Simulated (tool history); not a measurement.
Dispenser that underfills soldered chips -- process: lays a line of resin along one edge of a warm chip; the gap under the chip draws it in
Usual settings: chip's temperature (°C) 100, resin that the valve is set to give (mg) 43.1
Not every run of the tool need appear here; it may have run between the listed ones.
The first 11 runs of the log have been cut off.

run	hour	chip's temperature (°C)	resin that the valve is set to give (mg)	time until the resin shows at the far edge (s)	resin that the valve gave (mg)
# hour 62: new syringe of resin
12	65	88	43.1	479.7	41.49
13	71.5	100	43.1	451.6	41.51
14	76.2	100	43.1	554.9	41.41
# hour 79.2: new syringe of resin
15	82.3	100	43.1	334.1	41.32
16	90	100	43.1	463.5	41.42
17	93.7	100	43.1	557	41.2
# hour 96.4: new syringe of resin
18	99.3	100	55.5	329.7	52.87
19	104.7	93	51.8	516.9	49.42
# hour 110.5: dispensing valve cleaned and set on the balance
20	112.4	93	51.8	682.1	51.82
# hour 114.6: new syringe of resin
21	117.3	87	43.2	475.8	42.82
22	124.4	87	43.2	682.1	42.76
23	129.8	109	49.4	447.3	48.98
# hour 131.7: new syringe of resin
24	133.7	91	41.3	416.4	40.97
25	138.1	89	41.4	533.6	41.05
26	142.5	89	41.4	660.2	40.92
27	146	107	43.4	449	43.01
# hour 148.6: new syringe of resin
28	150.6	90	37.9	434.1	37.4
29	156.6	97	44.6	447.6	44.06
30	162.5	107	42	449.3	41.22
# hour 165.7: new syringe of resin
31	169.5	100	38.2	350.4	37.32
32	175.3	105	45.9	383.7	45.01
33	180.6	109	41.5	439	40.86
# hour 183: new syringe of resin
34	188.9	109	41.5	291.3	40.43
35	192.4	109	41.5	335	40.36
36	198.3	101	45.3	550.7	44.1

Predict each of these 3 candidate next runs independently; none follows another, all start after run 36:
# hour 200.2: new syringe of resin
A	202.6	91	54	?	?
# hour 200.2: new syringe of resin
B	202.6	95	40.7	?	?
# hour 200.2: new syringe of resin
C	202.6	98	50.3	?	?

run	time until the resin shows at the far edge (s)	resin that the valve gave (mg)
A	410.1	52.48
B	370	39.62
C	333.9	48.83
Without the tool's hidden state the same runs would have given:
run	time until the resin shows at the far edge (s)	resin that the valve gave (mg)
A	379.9	53.92
B	341.3	40.7
C	308.8	50.16
